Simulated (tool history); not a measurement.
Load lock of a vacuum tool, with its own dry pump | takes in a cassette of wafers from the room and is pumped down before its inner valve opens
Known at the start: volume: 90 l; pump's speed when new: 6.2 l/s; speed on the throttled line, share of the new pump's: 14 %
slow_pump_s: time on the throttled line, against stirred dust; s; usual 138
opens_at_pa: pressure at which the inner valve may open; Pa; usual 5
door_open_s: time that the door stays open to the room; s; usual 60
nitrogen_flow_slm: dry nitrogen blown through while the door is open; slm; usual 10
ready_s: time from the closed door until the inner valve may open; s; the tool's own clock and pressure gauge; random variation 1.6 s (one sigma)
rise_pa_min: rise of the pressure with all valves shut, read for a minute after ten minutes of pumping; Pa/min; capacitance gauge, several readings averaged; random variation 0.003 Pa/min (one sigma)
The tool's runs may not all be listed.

run	day	slow_pump_s	opens_at_pa	door_open_s	nitrogen_flow_slm	incoming humidity of the room's air, %	ready_s	rise_pa_min
1	0	138	5	60	10	44.8	289.9	0.19
2	5.233	138	5	60	10	44	288.5	0.186
3	15.725	138	5	60	10	46.9	288	0.196
4	23.129	138	5	60	10	51.6	288.1	0.206
5	30.138	138	5	60	10	45.5	286.7	0.214
6	39.854	138	5	60	10	41	292.9	0.224
7	46.883	138	5	60	10	44.1	291.9	0.226
8	53.383	138	5	60	10	45.9	290.8	0.239
9	61.575	138	5	60	10	42.9	295.7	0.245
10	67.571	138	5	220	10	44.9	297.5	0.27
11	76.454	138	5	60	10	42.9	295.7	0.267
12	84.8	138	5	60	10	43.4	297.5	0.276
13	92.183	165	5	60	10	46.1	324.7	0.284
14	103.583	165	5	60	10	46.7	319.3	0.302
15	114.208	165	5	60	10	44.5	321.9	0.32
16	125.15	165	5	60	10	45	324.2	0.335
17	133.704	138	5	60	10	45.4	306.1	0.34
# day 140.858: dry pump taken out, an overhauled one fitted
18	141.246	138	5	60	10	42.2	264.5	0.352
19	152.588	258	4	111	38	47.2	368.6	0.353
20	163.562	258	4	111	38	47.2	373.2	0.381
21	173.067	258	4	111	38	43.1	375.6	0.389
22	180.867	258	4	111	38	43.2	374.7	0.397
23	190.404	139	8	30	4	47.2	259.3	0.438
24	195.796	139	8	30	4	48.6	263.3	0.445
25	205.612	139	8	30	4	42.1	263.5	0.458
26	212.821	85	5	56	6	44	226	0.472
27	219.275	97	5	60	10	43.4	233.1	0.48
28	225.442	138	5	117	23	46.5	270.7	0.484
29	233.525	138	5	60	11	42.6	270.7	0.499
30	239.812	233	5	152	6	40.9	353.3	0.522
31	251.492	231	5	27	6	41.3	354.4	0.527
32	258.683	138	10	71	10	45.2	261.5	0.546
33	270.042	138	10	71	10	46.5	264.2	0.575
34	281.579	261	10	71	10	43.5	368.4	0.588
35	292.371	261	10	71	10	48.4	367.7	0.607

Forecast each of these 4 alternatives for the next run:
A	301.854	152	4	43	10	42.2	?	?
B	301.854	138	5	60	15	43.5	?	?
C	301.854	192	7	36	10	45.2	?	?
D	301.854	79	10	71	10	46.5	?	?

run	ready_s	rise_pa_min
A	293.8	0.607
B	280.4	0.606
C	317	0.617
D	215.2	0.623
Without the tool's hidden state the same runs would have given:
run	ready_s	rise_pa_min
A	279.2	0.018
B	266.1	0.016
C	304.2	0.017
D	201.7	0.026
